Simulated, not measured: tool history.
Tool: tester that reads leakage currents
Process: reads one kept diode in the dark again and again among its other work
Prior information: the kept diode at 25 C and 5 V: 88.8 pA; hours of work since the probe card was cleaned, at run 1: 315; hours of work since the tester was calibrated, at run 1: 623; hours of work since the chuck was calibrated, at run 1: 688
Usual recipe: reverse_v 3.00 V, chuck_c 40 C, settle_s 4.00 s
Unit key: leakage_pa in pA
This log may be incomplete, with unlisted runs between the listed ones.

run	hour	reverse_v	chuck_c	settle_s	hours of work since the probe card was cleaned	hours of work since the tester was calibrated	hours of work since the chuck was calibrated	leakage_pa
1	0.0	3.00	40	4.00	315	623	688	236.86
2	22.4	3.00	40	4.00	327	635	700	234.71
3	38.9	3.00	40	4.00	336	644	709	234.98
4	55.8	3.00	40	4.00	345	653	718	232.87
5	75.5	3.00	40	0.62	355	664	729	235.38
6	104.4	3.00	40	0.62	371	679	744	235.47
7	130.2	3.00	40	0.62	385	693	758	234.55
8	160.0	3.00	40	0.62	401	709	774	232.83
9	187.5	1.14	40	4.00	416	724	789	131.03
10	223.7	3.00	40	4.00	435	744	809	231.61
11	244.9	3.00	27	4.00	447	755	820	71.86
12	273.8	10.40	27	4.00	463	771	836	155.08
13	296.2	10.40	27	4.00	475	783	848	154.58
14	325.4	10.40	27	4.00	490	799	864	154.82
15	349.0	10.40	27	4.00	503	811	876	154.52
16	373.9	3.00	40	2.25	517	825	890	229.40
17	396.4	3.00	40	2.25	529	837	902	228.86
18	424.4	6.30	25	4.00	544	852	917	95.18
19	449.5	3.00	58	2.24	557	866	931	1019.18
20	470.5	4.19	43	0.61	569	877	942	358.08
21	490.6	7.53	26	5.24	580	888	953	115.09
22	525.0	7.53	26	5.24	598	906	971	115.84
23	547.2	9.90	36	1.53	610	918	983	326.44
24	580.3	3.00	32	0.36	628	936	1001	113.41
25	598.5	3.00	32	1.57	638	946	1011	111.89
26	631.9	3.00	36	1.99	656	964	1029	158.52
27	658.1	3.00	56	6.37	670	978	1043	848.59
28	696.2	3.75	55	1.44	691	999	1064	893.12
29	726.2	3.75	55	1.44	707	1015	1080	895.84

Alternative continuations, all from the tool just after run 29; predict every row:
A	756.5	3.00	36	0.48	723	1031	1096	?
B	756.5	3.00	40	8.66	723	1031	1096	?
C	756.5	3.00	24	0.55	723	1031	1096	?
D	756.5	2.19	46	1.44	723	1031	1096	?

run	leakage_pa
A	157.47
B	222.32
C	55.74
D	308.98
Had the tool no hidden state, the same runs would have come out as:
run	leakage_pa
A	185.45
B	263.97
C	61.59
D	369.00
